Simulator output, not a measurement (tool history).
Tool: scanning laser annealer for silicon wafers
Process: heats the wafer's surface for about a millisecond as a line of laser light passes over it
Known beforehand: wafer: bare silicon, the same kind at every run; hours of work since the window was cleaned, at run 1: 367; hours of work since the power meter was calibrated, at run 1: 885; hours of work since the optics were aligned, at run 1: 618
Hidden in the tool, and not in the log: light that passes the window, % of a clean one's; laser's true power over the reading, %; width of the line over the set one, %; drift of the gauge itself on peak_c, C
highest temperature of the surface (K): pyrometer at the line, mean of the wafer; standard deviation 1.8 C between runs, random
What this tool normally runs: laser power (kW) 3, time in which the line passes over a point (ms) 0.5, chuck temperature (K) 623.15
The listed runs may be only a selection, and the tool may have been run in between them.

| run | hour | laser power (kW) | time in which the line passes over a point (ms) | chuck temperature (K) | hours of work since the window was cleaned | hours of work since the power meter was calibrated | hours of work since the optics were aligned | highest temperature of the surface (K) |
|---|---|---|---|---|---|---|---|---|
| 1 | 0 | 3 | 0.5 | 623.15 | 367 | 885 | 618 | 1323.15 |
| 2 | 44.3 | 3 | 0.5 | 623.15 | 400 | 918 | 650 | 1322.15 |
| 3 | 94.4 | 3 | 0.5 | 623.15 | 436 | 954 | 687 | 1320.15 |
| 4 | 124 | 3 | 0.5 | 623.15 | 458 | 976 | 708 | 1322.15 |
| 5 | 180.4 | 2.555 | 0.5 | 623.15 | 499 | 1017 | 750 | 1199.15 |
|  | 188.3 | laser's power meter calibrated |
| 6 | 238.9 | 2.555 | 0.5 | 623.15 | 540 | 37 | 790 | 1200.15 |
| 7 | 269.3 | 2.555 | 0.5 | 623.15 | 562 | 59 | 812 | 1199.15 |
| 8 | 315.4 | 2.685 | 0.357 | 641.15 | 596 | 93 | 846 | 1150.15 |

What will run 9 give?
| 9 | 343.3 | 2.692 | 0.606 | 631.15 | 616 | 113 | 866 | ? |

{"run 9": {"highest temperature of the surface (K)": 1301.15}}
On a tool with no hidden condition, and with the same random variation, this run would have come out at highest temperature of the surface (K) 1328.15.
